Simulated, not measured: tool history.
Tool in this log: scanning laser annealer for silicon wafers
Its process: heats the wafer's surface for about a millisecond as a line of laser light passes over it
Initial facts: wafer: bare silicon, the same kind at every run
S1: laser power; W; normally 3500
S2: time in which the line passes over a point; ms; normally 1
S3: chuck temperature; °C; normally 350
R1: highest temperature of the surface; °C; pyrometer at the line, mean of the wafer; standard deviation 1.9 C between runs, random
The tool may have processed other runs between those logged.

{"run": 1, "day": 0.0, "S1": 3500, "S2": 1, "S3": 350, "R1": 1177}
{"run": 2, "day": 2.017, "S1": 3500, "S2": 1, "S3": 350, "R1": 1174}
{"day": 3.129, "done": "window over the wafer cleaned"}
{"run": 3, "day": 3.858, "S1": 3500, "S2": 1, "S3": 350, "R1": 1178}
{"run": 4, "day": 5.088, "S1": 3500, "S2": 1.05, "S3": 350, "R1": 1199}
{"run": 5, "day": 6.662, "S1": 3500, "S2": 1, "S3": 359, "R1": 1184}
{"run": 6, "day": 8.529, "S1": 3500, "S2": 1, "S3": 359, "R1": 1185}
{"run": 7, "day": 10.225, "S1": 3500, "S2": 1.06, "S3": 350, "R1": 1202}
{"run": 8, "day": 11.108, "S1": 3500, "S2": 1.06, "S3": 350, "R1": 1202}
{"run": 9, "day": 12.725, "S1": 3500, "S2": 1.06, "S3": 350, "R1": 1205}
{"run": 10, "day": 13.804, "S1": 3650, "S2": 0.85, "S3": 329, "R1": 1129}
{"run": 11, "day": 15.221, "S1": 3650, "S2": 0.85, "S3": 329, "R1": 1124}
{"run": 12, "day": 17.233, "S1": 3650, "S2": 0.85, "S3": 329, "R1": 1124}
{"run": 13, "day": 18.612, "S1": 3650, "S2": 0.85, "S3": 329, "R1": 1126}
{"run": 14, "day": 20.275, "S1": 3388, "S2": 0.79, "S3": 381, "R1": 1078}
{"run": 15, "day": 21.512, "S1": 3849, "S2": 0.96, "S3": 386, "R1": 1296}
{"run": 16, "day": 22.696, "S1": 3465, "S2": 1, "S3": 368, "R1": 1182}

Alternative continuations, all from the tool just after run 16; predict every row:
{"run": "A", "day": 24.704, "S1": 3830, "S2": 0.81, "S3": 335, "R1": "?"}
{"run": "B", "day": 24.704, "S1": 3500, "S2": 0.85, "S3": 350, "R1": "?"}
{"run": "C", "day": 24.704, "S1": 3173, "S2": 0.81, "S3": 337, "R1": "?"}
{"run": "D", "day": 24.704, "S1": 3465, "S2": 1.06, "S3": 368, "R1": "?"}

run=A R1=1159
run=B R1=1106
run=C R1=991
run=D R1=1213
What these runs would have given with no unlogged condition in the tool:
run=A R1=1160
run=B R1=1106
run=C R1=992
run=D R1=1213

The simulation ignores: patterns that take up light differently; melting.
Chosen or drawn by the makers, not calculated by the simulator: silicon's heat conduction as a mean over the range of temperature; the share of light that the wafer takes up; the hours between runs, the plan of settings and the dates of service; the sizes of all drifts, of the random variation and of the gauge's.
